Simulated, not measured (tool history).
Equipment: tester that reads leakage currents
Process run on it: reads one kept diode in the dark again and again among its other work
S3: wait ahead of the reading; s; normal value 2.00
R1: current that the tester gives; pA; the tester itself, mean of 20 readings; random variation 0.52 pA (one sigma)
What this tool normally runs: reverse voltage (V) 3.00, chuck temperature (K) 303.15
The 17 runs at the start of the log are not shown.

run 18 hour=533.6 | reverse_voltage_(V)=3.00 chuck_temperature_(K)=318.15 S3=0.82 | R1=497.67
run 19 hour=566.1 | reverse_voltage_(V)=8.72 chuck_temperature_(K)=303.15 S3=2.00 | R1=313.82
run 20 hour=596.7 | reverse_voltage_(V)=8.72 chuck_temperature_(K)=303.15 S3=2.00 | R1=316.29
run 21 hour=616.8 | reverse_voltage_(V)=8.72 chuck_temperature_(K)=303.15 S3=2.00 | R1=314.26
run 22 hour=640.2 | reverse_voltage_(V)=11.09 chuck_temperature_(K)=323.15 S3=2.00 | R1=1454.30
run 23 hour=668.5 | reverse_voltage_(V)=11.09 chuck_temperature_(K)=323.15 S3=2.00 | R1=1462.68
run 24 hour=687.5 | reverse_voltage_(V)=4.51 chuck_temperature_(K)=301.15 S3=1.55 | R1=186.35
run 25 hour=719.3 | reverse_voltage_(V)=4.51 chuck_temperature_(K)=301.15 S3=1.55 | R1=187.17

Run 26 is up next; what results do you expect?
run 26 hour=740.6 | reverse_voltage_(V)=19.30 chuck_temperature_(K)=303.15 S3=0.74 | R1=?

R1: 497.62 pA
Had the tool carried no hidden state, the very same run would have given R1 497.60 pA.
